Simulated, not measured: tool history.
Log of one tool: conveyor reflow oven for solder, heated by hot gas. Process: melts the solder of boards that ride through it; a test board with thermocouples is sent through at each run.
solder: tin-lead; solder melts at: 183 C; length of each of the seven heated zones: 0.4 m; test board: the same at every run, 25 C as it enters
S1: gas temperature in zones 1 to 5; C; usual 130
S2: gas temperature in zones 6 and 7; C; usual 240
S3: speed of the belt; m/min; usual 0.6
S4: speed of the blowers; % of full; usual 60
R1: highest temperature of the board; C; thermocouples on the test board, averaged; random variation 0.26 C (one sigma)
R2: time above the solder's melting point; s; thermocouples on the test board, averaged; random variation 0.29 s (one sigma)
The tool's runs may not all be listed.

| run | day | S1 | S2 | S3 | S4 | R1 | R2 |
|---|---|---|---|---|---|---|---|
| 1 | 0 | 130 | 240 | 0.6 | 60 | 211.1 | 48.7 |
| 2 | 0.2 | 130 | 240 | 0.6 | 60 | 210.7 | 48.9 |
| 3 | 0.588 | 130 | 239 | 0.6 | 60 | 209.3 | 48.3 |
| 4 | 0.942 | 130 | 239 | 0.6 | 60 | 209.7 | 47.7 |
| 5 | 1.142 | 130 | 239 | 0.6 | 60 | 209.5 | 48 |
| 6 | 1.346 | 130 | 239 | 0.6 | 77 | 217.3 | 56.9 |
| 7 | 1.783 | 126 | 240 | 0.6 | 60 | 209.5 | 46.5 |
| 8 | 2.079 | 126 | 240 | 0.6 | 60 | 209.3 | 46.1 |
| 9 | 2.338 | 126 | 240 | 0.6 | 60 | 209.2 | 46.3 |
| 10 | 2.738 | 130 | 240 | 0.6 | 81 | 219.1 | 58 |
| 11 | 3.167 | 130 | 235 | 0.6 | 60 | 205.9 | 43.7 |
| 12 | 3.596 | 130 | 235 | 0.6 | 60 | 206.1 | 44.1 |
| 13 | 3.992 | 130 | 235 | 0.6 | 60 | 205.5 | 43.6 |
| 14 | 4.362 | 130 | 235 | 0.6 | 60 | 205.7 | 44.2 |
| 15 | 4.696 | 130 | 236 | 0.6 | 60 | 206 | 44.5 |
| 16 | 4.921 | 144 | 241 | 0.697 | 63 | 209.4 | 44.6 |
| 17 | 5.346 | 144 | 241 | 0.697 | 63 | 209.1 | 44.8 |
| 18 | 5.738 | 140 | 241 | 0.698 | 63 | 207.4 | 41.8 |
| 19 | 6.046 | 142 | 253 | 0.505 | 83 | 238.1 | 88.6 |
| 20 | 6.479 | 133 | 231 | 0.595 | 87 | 213.4 | 55.2 |
| 21 | 6.804 | 133 | 231 | 0.595 | 87 | 213.4 | 55 |
| 22 | 7.204 | 130 | 231 | 0.6 | 81 | 210.8 | 51 |
| 23 | 7.596 | 130 | 231 | 0.6 | 81 | 210.8 | 50.9 |
|  | 8.108 | flux residue cleaned out of gas plates and filters |
| 24 | 8.238 | 130 | 231 | 0.6 | 81 | 211.7 | 51.7 |
| 25 | 8.542 | 130 | 254 | 0.599 | 60 | 221 | 59.2 |
| 26 | 8.821 | 130 | 254 | 0.599 | 60 | 220.9 | 59 |
| 27 | 9.129 | 125 | 229 | 0.629 | 68 | 201.7 | 35.9 |
| 28 | 9.546 | 131 | 252 | 0.607 | 77 | 227.2 | 64.1 |

Measured less the same run without the tool's hidden state. The same run-to-run variation is in both; the gauge's scatter may not be:
The hidden state here: heat that the gas passes to the board, % of a clean oven's; belt's true speed, % of the reading; true gas temperature in zones 6 and 7 over the reading, C; drift of the gauge itself on peak_c, C; drift of the gauge itself on liquid_s, %.
| run | R1 | R2 |
|---|---|---|
| 1 | +0.5 | +0.8 |
| 2 | +0.4 | +0.8 |
| 3 | +0.4 | +0.7 |
| 4 | +0.4 | +0.7 |
| 5 | +0.3 | +0.6 |
| 6 | +0.2 | +0.6 |
| 7 | +0.2 | +0.5 |
| 8 | +0.1 | +0.4 |
| 9 | +0.1 | +0.4 |
| 10 | -0.1 | +0.3 |
| 11 | -0.1 | +0.2 |
| 12 | -0.1 | +0.1 |
| 13 | -0.1 | +0.1 |
| 14 | -0.3 | +0 |
| 15 | -0.3 | -0.1 |
| 16 | -0.4 | -0.1 |
| 17 | -0.5 | -0.2 |
| 18 | -0.5 | -0.3 |
| 19 | -0.6 | +0.5 |
| 20 | -0.7 | -0.4 |
| 21 | -0.8 | -0.4 |
| 22 | -0.8 | -0.6 |
| 23 | -0.9 | -0.7 |
| 24 | -0.2 | +0.3 |
| 25 | -0.1 | +0.5 |
| 26 | -0.2 | +0.4 |
| 27 | -0.3 | +0 |
| 28 | -0.4 | +0.4 |
